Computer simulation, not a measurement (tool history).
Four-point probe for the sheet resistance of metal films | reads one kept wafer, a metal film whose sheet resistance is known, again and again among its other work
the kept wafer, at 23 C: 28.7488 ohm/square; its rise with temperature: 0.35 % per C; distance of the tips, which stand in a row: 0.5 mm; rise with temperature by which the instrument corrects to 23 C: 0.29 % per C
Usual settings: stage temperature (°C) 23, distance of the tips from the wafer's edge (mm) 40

run	day	stage temperature (°C)	distance of the tips from the wafer's edge (mm)	sheet resistance as the instrument gives it (ohm/square)
1	0.000	23	40	28.686153
2	4.308	24	40	28.700074
3	7.750	21	40	28.633240
4	10.100	23	3	29.091684
5	15.121	20	3	29.033856
6	20.908	20	3	29.035939
7	25.567	30	3	29.182649
8	28.579	30	3	29.189779
9	33.467	23	40	28.637749
10	37.550	23	40	28.637821
11	41.317	23	40	28.618942
12	45.000	23	40	28.630589
13	47.500	23	40	28.609353
14	52.054	24	6	28.740463
15	55.121	22	52	28.587124
16	58.929	29	4	28.933990
17	61.675	19	51	28.527812
18	64.283	19	51	28.521870
19	67.012	19	51	28.529197
20	69.671	19	51	28.524181
21	72.696	34	30	28.766191
22	77.404	30	30	28.680680
23	81.842	23	23	28.572964

Some steps in sheet resistance as the instrument gives it (ohm/square) between neighbouring runs. How much of each would the tool show without its hidden state too (settings, what came in, random variation), and how much is left for the hidden state, with any gauge scatter that isn't in both results?
The hidden state here: inner tips' distance over the nominal, %; tips' flats over new ones', %; wafer's true temperature over the reading, C; drift of the gauge itself on sheet_ohm, %.
Run 3 -> 4: stage temperature (°C) 21 -> 23, distance of the tips from the wafer's edge (mm) 40 -> 3. sheet resistance as the instrument gives it (ohm/square) +0.458444: hidden state -0.004170, all else +0.462614.
Run 5 -> 6: no setting changed, nothing entered. sheet resistance as the instrument gives it (ohm/square) +0.002083: hidden state -0.008218, all else +0.010301.
Run 6 -> 7: stage temperature (°C) 20 -> 30. sheet resistance as the instrument gives it (ohm/square) +0.146710: hidden state -0.007535, all else +0.154245.
Run 8 -> 9: stage temperature (°C) 30 -> 23, distance of the tips from the wafer's edge (mm) 3 -> 40. sheet resistance as the instrument gives it (ohm/square) -0.552030: hidden state -0.004700, all else -0.547330.
